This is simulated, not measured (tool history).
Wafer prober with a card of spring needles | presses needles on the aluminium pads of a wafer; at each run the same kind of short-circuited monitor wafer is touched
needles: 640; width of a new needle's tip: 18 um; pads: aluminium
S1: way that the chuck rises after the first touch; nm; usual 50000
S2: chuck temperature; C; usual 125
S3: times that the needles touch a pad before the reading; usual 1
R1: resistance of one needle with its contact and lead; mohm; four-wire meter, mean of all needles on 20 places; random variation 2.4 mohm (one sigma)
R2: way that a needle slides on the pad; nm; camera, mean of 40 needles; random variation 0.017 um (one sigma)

| run | hour | S1 | S2 | S3 | R1 | R2 |
|---|---|---|---|---|---|---|
| 1 | 0.0 | 50000 | 125 | 1 | 274 | 10280 |
|  | 44.0 | tips cleaned on abrasive film |
| 2 | 44.1 | 50000 | 36 | 1 | 247 | 10330 |
|  | 92.1 | tips cleaned on abrasive film |
|  | 136.4 | tips cleaned on abrasive film |
| 3 | 137.1 | 50000 | 32 | 1 | 247 | 10330 |
|  | 178.5 | tips cleaned on abrasive film |
| 4 | 190.1 | 50000 | 32 | 1 | 241 | 10340 |
|  | 225.9 | tips cleaned on abrasive film |
| 5 | 237.9 | 50000 | 32 | 1 | 247 | 10340 |
|  | 270.8 | tips cleaned on abrasive film |
| 6 | 279.3 | 50000 | 32 | 1 | 249 | 10330 |
|  | 319.8 | tips cleaned on abrasive film |
|  | 361.9 | tips cleaned on abrasive film |
| 7 | 367.2 | 50000 | 125 | 1 | 270 | 10320 |
|  | 405.5 | tips cleaned on abrasive film |
|  | 453.8 | tips cleaned on abrasive film |
| 8 | 458.6 | 50000 | 125 | 1 | 272 | 10350 |
|  | 498.3 | tips cleaned on abrasive film |
| 9 | 529.2 | 36000 | 125 | 1 | 285 | 7440 |
|  | 548.7 | tips cleaned on abrasive film |
| 10 | 587.0 | 36000 | 125 | 1 | 288 | 7490 |
|  | 592.9 | tips cleaned on abrasive film |
|  | 637.7 | tips cleaned on abrasive film |
| 11 | 648.8 | 36000 | 125 | 1 | 285 | 7460 |
|  | 663.5 | height of the first contact set anew |
|  | 682.8 | tips cleaned on abrasive film |
| 12 | 690.1 | 36000 | 125 | 1 | 286 | 7430 |
|  | 726.2 | tips cleaned on abrasive film |
| 13 | 755.8 | 36000 | 125 | 1 | 283 | 7440 |
|  | 774.5 | tips cleaned on abrasive film |
|  | 818.4 | tips cleaned on abrasive film |
| 14 | 853.6 | 36000 | 125 | 1 | 287 | 7470 |
|  | 868.3 | tips cleaned on abrasive film |
|  | 914.3 | tips cleaned on abrasive film |
| 15 | 952.9 | 36000 | 125 | 1 | 283 | 7490 |
|  | 959.2 | tips cleaned on abrasive film |
|  | 1006.2 | tips cleaned on abrasive film |
| 16 | 1016.4 | 36000 | 125 | 1 | 288 | 7450 |
|  | 1053.0 | tips cleaned on abrasive film |
| 17 | 1085.1 | 36000 | 125 | 1 | 285 | 7460 |
|  | 1098.3 | tips cleaned on abrasive film |
|  | 1145.9 | tips cleaned on abrasive film |
| 18 | 1151.7 | 34000 | 27 | 1 | 256 | 7050 |
|  | 1188.3 | tips cleaned on abrasive film |
|  | 1232.3 | tips cleaned on abrasive film |
| 19 | 1233.4 | 46000 | 125 | 1 | 272 | 9560 |
|  | 1277.0 | tips cleaned on abrasive film |
| 20 | 1278.7 | 31000 | 125 | 1 | 289 | 6430 |
|  | 1324.5 | tips cleaned on abrasive film |
| 21 | 1357.3 | 31000 | 125 | 1 | 299 | 6470 |
|  | 1373.4 | tips cleaned on abrasive film |
|  | 1417.2 | tips cleaned on abrasive film |
| 22 | 1447.6 | 31000 | 125 | 1 | 297 | 6490 |
|  | 1465.0 | tips cleaned on abrasive film |
|  | 1476.7 | height of the first contact set anew |
|  | 1510.3 | tips cleaned on abrasive film |
| 23 | 1544.8 | 50000 | 105 | 1 | 267 | 10420 |
|  | 1552.5 | tips cleaned on abrasive film |
|  | 1596.2 | tips cleaned on abrasive film |
| 24 | 1596.2 | 50000 | 105 | 1 | 267 | 10400 |
|  | 1643.2 | tips cleaned on abrasive film |
| 25 | 1643.2 | 56000 | 95 | 1 | 262 | 11660 |
|  | 1694.1 | tips cleaned on abrasive film |
|  | 1738.6 | tips cleaned on abrasive film |
| 26 | 1739.0 | 69000 | 125 | 2 | 262 | 14400 |
|  | 1784.0 | tips cleaned on abrasive film |
|  | 1831.1 | tips cleaned on abrasive film |
| 27 | 1838.0 | 37000 | 125 | 1 | 284 | 7720 |
|  | 1879.6 | tips cleaned on abrasive film |
| 28 | 1883.8 | 50000 | 70 | 1 | 259 | 10440 |
|  | 1923.3 | tips cleaned on abrasive film |
|  | 1967.3 | tips cleaned on abrasive film |
| 29 | 1980.6 | 31000 | 60 | 2 | 276 | 6460 |
|  | 2014.7 | tips cleaned on abrasive film |
| 30 | 2050.2 | 31000 | 60 | 2 | 272 | 6470 |
|  | 2063.9 | tips cleaned on abrasive film |
|  | 2112.2 | tips cleaned on abrasive film |
| 31 | 2141.5 | 34000 | 47 | 2 | 264 | 7140 |
|  | 2154.8 | tips cleaned on abrasive film |
|  | 2201.8 | tips cleaned on abrasive film |
| 32 | 2212.4 | 31000 | 49 | 1 | 268 | 6500 |

3 ways to go on from here, each from the tool as it stands after run 32. What would each give?
|  | 2246.4 | tips cleaned on abrasive film |
|  | 2288.6 | tips cleaned on abrasive film |
|  | 2288.9 | height of the first contact set anew |
| A | 2301.4 | 50000 | 125 | 2 | ? | ? |
|  | 2246.4 | tips cleaned on abrasive film |
|  | 2288.6 | tips cleaned on abrasive film |
|  | 2288.9 | height of the first contact set anew |
| B | 2301.4 | 50000 | 31 | 1 | ? | ? |
|  | 2246.4 | tips cleaned on abrasive film |
|  | 2288.6 | tips cleaned on abrasive film |
|  | 2288.9 | height of the first contact set anew |
| C | 2301.4 | 63000 | 30 | 2 | ? | ? |

| run | R1 | R2 |
|---|---|---|
| A | 277 | 10480 |
| B | 243 | 10450 |
| C | 241 | 13200 |
Without the tool's hidden state the same runs would have given:
| run | R1 | R2 |
|---|---|---|
| A | 277 | 10330 |
| B | 243 | 10300 |
| C | 240 | 13010 |
